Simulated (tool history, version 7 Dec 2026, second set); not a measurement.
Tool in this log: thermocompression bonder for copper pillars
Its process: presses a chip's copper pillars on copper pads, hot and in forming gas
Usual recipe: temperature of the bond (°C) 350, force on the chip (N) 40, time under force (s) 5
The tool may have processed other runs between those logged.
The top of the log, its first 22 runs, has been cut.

run   hour  temperature of the bond (°C)  force on the chip (N)  time under force (s)  force that shears a chip off (N)
 23  416.5                           361                     26                     5                              27.8
 24  433.4                           373                     45                     5                              46.3
 25  444.7                           373                     45                     5                              46.5
 26  455.9                           369                     40                     5                              41.7
 27  470.1                           377                     51                    15                              66.4
 28  486.3                           377                     51                     3                              44.5
 29  504.8                           336                     40                     4                              30.9
 30  521.2                           350                     30                    10                              37.6

Here are 3 independent what-if runs from the current tool condition. What would each one return?
  A  531.1                           328                     30                    10                                 ?
  B  531.1                           332                     40                     5                                 ?
  C  531.1                           350                     46                    10                                 ?

run  force that shears a chip off (N)
  A                              32.4
  B                              32.1
  C                              51.7
What these runs would have given with no unlogged condition in the tool:
run  force that shears a chip off (N)
  A                              33.1
  B                              32.8
  C                              52.7
